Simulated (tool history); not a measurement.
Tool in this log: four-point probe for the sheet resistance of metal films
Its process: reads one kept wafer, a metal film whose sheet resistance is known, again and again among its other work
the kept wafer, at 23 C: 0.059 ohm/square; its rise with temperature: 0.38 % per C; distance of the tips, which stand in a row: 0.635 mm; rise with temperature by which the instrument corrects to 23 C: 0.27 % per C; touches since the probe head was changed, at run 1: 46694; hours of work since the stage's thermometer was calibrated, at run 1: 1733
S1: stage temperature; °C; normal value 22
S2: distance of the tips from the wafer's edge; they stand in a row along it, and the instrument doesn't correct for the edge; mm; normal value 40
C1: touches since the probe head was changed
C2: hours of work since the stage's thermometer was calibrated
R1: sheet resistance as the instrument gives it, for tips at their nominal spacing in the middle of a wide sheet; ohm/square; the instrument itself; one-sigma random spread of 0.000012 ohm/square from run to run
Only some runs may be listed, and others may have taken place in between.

run,hour,S1,S2,C1,C2,R1
1,0,22,40,46694,1733,0.058953
2,18.4,22,40,47550,1744,0.058942
3,42.2,22,40,48656,1760,0.058958
4,64.3,22,5,49681,1774,0.059451
5,79.6,22,17,50389,1783,0.058975
6,107.6,22,17,51689,1801,0.05898
7,135.8,22,17,52998,1819,0.058963
8,153.6,22,63,53827,1831,0.058954
9,167.2,22,63,54460,1840,0.05894
10,181.9,22,63,55141,1849,0.058923
11,195.2,22,63,55759,1857,0.058924
12,211.9,22,63,56535,1868,0.058948
13,227.9,23,40,57276,1878,0.058992
14,250.4,23,40,58324,1893,0.059007
15,269.4,23,40,59206,1905,0.059007
16,293.7,23,40,60334,1920,0.05901
17,321.3,23,40,61616,1938,0.059006
18,339.7,22,40,62468,1950,0.058932
19,361.4,22,40,63478,1964,0.058944
20,379.8,29,40,64330,1975,0.059423
21,397.6,22,40,65158,1987,0.058946
22,416.7,22,40,66043,1999,0.058927
23,444.6,22,40,67341,2017,0.058942
24,458.3,32,54,67976,2026,0.059618
25,480.1,32,54,68990,2040,0.059612
26,508,32,54,70282,2057,0.059633
27,536.7,32,5,71616,2076,0.060111

Expected results for the next run?
28,551.4,21,56,72300,2085,?

R1: 0.058864 ohm/square
With the hidden condition absent and the run-to-run variation left alone, this run would have shown R1 0.058863 ohm/square.

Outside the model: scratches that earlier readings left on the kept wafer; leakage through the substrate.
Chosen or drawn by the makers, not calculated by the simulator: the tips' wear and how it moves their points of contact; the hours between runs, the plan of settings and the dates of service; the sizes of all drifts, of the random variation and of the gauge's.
